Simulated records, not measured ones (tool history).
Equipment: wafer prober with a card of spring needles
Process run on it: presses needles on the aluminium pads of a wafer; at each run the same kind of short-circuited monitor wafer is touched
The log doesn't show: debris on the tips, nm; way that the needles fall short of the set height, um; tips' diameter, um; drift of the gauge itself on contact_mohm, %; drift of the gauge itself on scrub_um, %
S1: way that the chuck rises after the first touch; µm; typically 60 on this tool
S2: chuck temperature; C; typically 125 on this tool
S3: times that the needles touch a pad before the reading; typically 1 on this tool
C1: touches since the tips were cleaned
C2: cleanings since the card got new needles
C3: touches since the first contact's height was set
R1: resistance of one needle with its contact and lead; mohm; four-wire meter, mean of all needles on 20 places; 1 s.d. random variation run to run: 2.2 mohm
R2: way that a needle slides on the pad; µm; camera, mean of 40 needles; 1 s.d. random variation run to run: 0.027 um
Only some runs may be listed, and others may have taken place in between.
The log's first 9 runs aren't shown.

Run 10, day 6.546: usual settings but S3 2; C1 5067; C2 10; C3 72770. Result: R1 255 mohm, R2 7.51 µm.
At day 6.946: tips cleaned on abrasive film.
Run 11, day 7.079: usual settings but S3 2; C1 587; C2 11; C3 75118. Result: R1 246 mohm, R2 7.53 µm.
Run 12, day 7.900: usual settings but S3 2; C1 4226; C2 11; C3 78757. Result: R1 257 mohm, R2 7.53 µm.
At day 8.438: tips cleaned on abrasive film.
Run 13, day 8.638: usual settings but S3 2; C1 902; C2 12; C3 82030. Result: R1 246 mohm, R2 7.53 µm.
At day 8.738: height of the first contact set anew.
Run 14, day 9.192: usual settings but S3 2; C1 3300; C2 12; C3 2014. Result: R1 252 mohm, R2 7.45 µm.
At day 9.958: tips cleaned on abrasive film.
Run 15, day 10.088: usual settings but S3 2; C1 584; C2 13; C3 5977. Result: R1 245 mohm, R2 7.43 µm.
Run 16, day 10.762: usual settings but S3 2; C1 3582; C2 13; C3 8975. Result: R1 255 mohm, R2 7.43 µm.
At day 11.442: tips cleaned on abrasive film.
Run 17, day 11.638: usual settings but S3 2; C1 878; C2 14; C3 12842. Result: R1 246 mohm, R2 7.38 µm.
At day 11.892: height of the first contact set anew, once more.
Run 18, day 12.333: usual settings but S2 34 C; C1 3903; C2 14; C3 1952. Result: R1 243 mohm, R2 7.58 µm.
Run 19, day 12.783: usual settings but S2 34 C; C1 5914; C2 14; C3 3963. Result: R1 245 mohm, R2 7.66 µm.
At day 12.962: tips cleaned on abrasive film.
Run 20, day 13.304: usual settings but S2 30 C; C1 1512; C2 15; C3 6251. Result: R1 227 mohm, R2 7.61 µm.
Run 21, day 14.175: usual settings but S1 59 µm, S2 30 C; C1 5376; C2 15; C3 10115. Result: R1 249 mohm, R2 7.48 µm.
At day 14.496: tips cleaned on abrasive film.
Run 22, day 14.867: usual settings but S1 55 µm, S2 27 C, S3 2; C1 1652; C2 16; C3 13171. Result: R1 227 mohm, R2 6.95 µm.
Run 23, day 15.804: usual settings but S1 72 µm; C1 5816; C2 16; C3 17335. Result: R1 255 mohm, R2 9.15 µm.

Run 24 is up next; what results do you expect?
At day 16.046: tips cleaned on abrasive film.
Run 24, day 16.217: usual settings but S1 66 µm, S2 79 C, S3 2; C1 762; C2 17; C3 19152. Result: R1 ?, R2 ?.

Run 24 produced R1 231 mohm, R2 8.40 µm.
Had the tool carried no hidden state, the very same run would have given R1 227 mohm, R2 8.43 µm.
